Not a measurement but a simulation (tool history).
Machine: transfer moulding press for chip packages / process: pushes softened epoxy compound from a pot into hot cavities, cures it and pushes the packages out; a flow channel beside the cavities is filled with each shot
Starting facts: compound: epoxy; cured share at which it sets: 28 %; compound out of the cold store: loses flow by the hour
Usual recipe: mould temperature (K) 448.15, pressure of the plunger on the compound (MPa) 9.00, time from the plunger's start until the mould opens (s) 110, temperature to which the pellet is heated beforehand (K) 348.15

run	hour	mould temperature (K)	pressure of the plunger on the compound (MPa)	time from the plunger's start until the mould opens (s)	temperature to which the pellet is heated beforehand (K)	incoming compound's hours out of the cold store	length that the compound runs in the flow channel (mm)	greatest force on the pins that push the packages out (N)
1	0.0	448.15	9.00	110	348.15	15.6	730	308
# hour 16.1: cavities cleaned with cleaning compound and waxed
# hour 84.1: cavities cleaned with cleaning compound and waxed
2	103.9	448.15	9.00	110	348.15	26.4	696	271
# hour 151.5: cavities cleaned with cleaning compound and waxed
3	163.1	448.15	9.00	110	341.15	46.8	638	263
# hour 220.0: cavities cleaned with cleaning compound and waxed
# hour 259.4: plunger's sealing rings changed
4	264.9	448.15	9.00	110	341.15	10.4	755	317
# hour 276.0: mould's thermocouples calibrated
# hour 294.7: cavities cleaned with cleaning compound and waxed
5	352.5	448.15	9.00	110	341.15	35.2	686	308
# hour 360.6: cavities cleaned with cleaning compound and waxed
# hour 425.4: cavities cleaned with cleaning compound and waxed, once more
6	446.6	448.15	9.00	110	341.15	27.1	700	279
# hour 493.0: cavities cleaned with cleaning compound and waxed
7	549.5	448.15	9.00	110	341.15	44.4	646	298
# hour 561.2: cavities cleaned with cleaning compound and waxed
# hour 630.6: cavities cleaned with cleaning compound and waxed
8	636.8	448.15	9.00	110	341.15	22.2	697	266
# hour 700.6: cavities cleaned with cleaning compound and waxed
# hour 711.2: plunger's sealing rings changed
9	721.3	448.15	9.00	110	348.15	9.2	766	265
# hour 771.4: cavities cleaned with cleaning compound and waxed
10	794.3	448.15	9.00	110	348.15	43.7	660	277
# hour 837.7: cavities cleaned with cleaning compound and waxed
11	869.4	448.15	9.68	110	348.15	31.1	717	288
# hour 905.8: cavities cleaned with cleaning compound and waxed
12	954.5	442.15	8.71	124	355.15	31.5	689	339
# hour 974.8: cavities cleaned with cleaning compound and waxed
13	1021.4	445.15	9.00	110	339.15	45.7	656	363
# hour 1043.1: cavities cleaned with cleaning compound and waxed
# hour 1109.0: cavities cleaned with cleaning compound and waxed
14	1126.8	442.15	9.73	110	357.15	11.1	778	412
# hour 1157.6: plunger's sealing rings changed
# hour 1181.0: mould's thermocouples calibrated
# hour 1182.5: cavities cleaned with cleaning compound and waxed
15	1191.2	444.15	10.43	125	357.15	11.6	815	252
# hour 1248.1: cavities cleaned with cleaning compound and waxed
16	1254.6	450.15	10.43	129	355.15	29.1	737	200
# hour 1318.6: cavities cleaned with cleaning compound and waxed
17	1342.5	448.15	9.00	110	348.15	13.2	736	274
# hour 1390.0: cavities cleaned with cleaning compound and waxed
18	1400.5	448.15	10.18	110	348.15	44.7	682	261
# hour 1461.4: cavities cleaned with cleaning compound and waxed
19	1487.4	450.15	7.07	134	349.15	9.4	650	208
# hour 1528.0: cavities cleaned with cleaning compound and waxed
20	1544.1	444.15	9.50	110	348.15	27.2	718	335
# hour 1596.6: cavities cleaned with cleaning compound and waxed
# hour 1606.3: plunger's sealing rings changed
21	1638.9	444.15	9.00	112	348.15	46.8	663	328
# hour 1670.7: cavities cleaned with cleaning compound and waxed
# hour 1742.1: cavities cleaned with cleaning compound and waxed
22	1742.3	445.15	9.00	110	348.15	9.0	767	297

Alternative continuations, all from the tool just after run 22; predict every row:
# hour 1811.7: cavities cleaned with cleaning compound and waxed
A	1827.4	447.15	9.00	110	348.15	9.7	?	?
# hour 1811.7: cavities cleaned with cleaning compound and waxed
B	1827.4	440.15	10.22	147	348.15	25.7	?	?
# hour 1811.7: cavities cleaned with cleaning compound and waxed
C	1827.4	445.15	6.89	105	348.15	45.4	?	?
# hour 1811.7: cavities cleaned with cleaning compound and waxed
D	1827.4	445.15	6.85	102	348.15	30.7	?	?
# hour 1811.7: cavities cleaned with cleaning compound and waxed
E	1827.4	454.15	9.56	110	339.15	34.4	?	?

run	length that the compound runs in the flow channel (mm)	greatest force on the pins that push the packages out (N)
A	747	280
B	770	249
C	577	327
D	602	382
E	684	214
With no hidden state in the tool, these same runs would have given:
run	length that the compound runs in the flow channel (mm)	greatest force on the pins that push the packages out (N)
A	760	237
B	784	213
C	587	276
D	613	322
E	697	186

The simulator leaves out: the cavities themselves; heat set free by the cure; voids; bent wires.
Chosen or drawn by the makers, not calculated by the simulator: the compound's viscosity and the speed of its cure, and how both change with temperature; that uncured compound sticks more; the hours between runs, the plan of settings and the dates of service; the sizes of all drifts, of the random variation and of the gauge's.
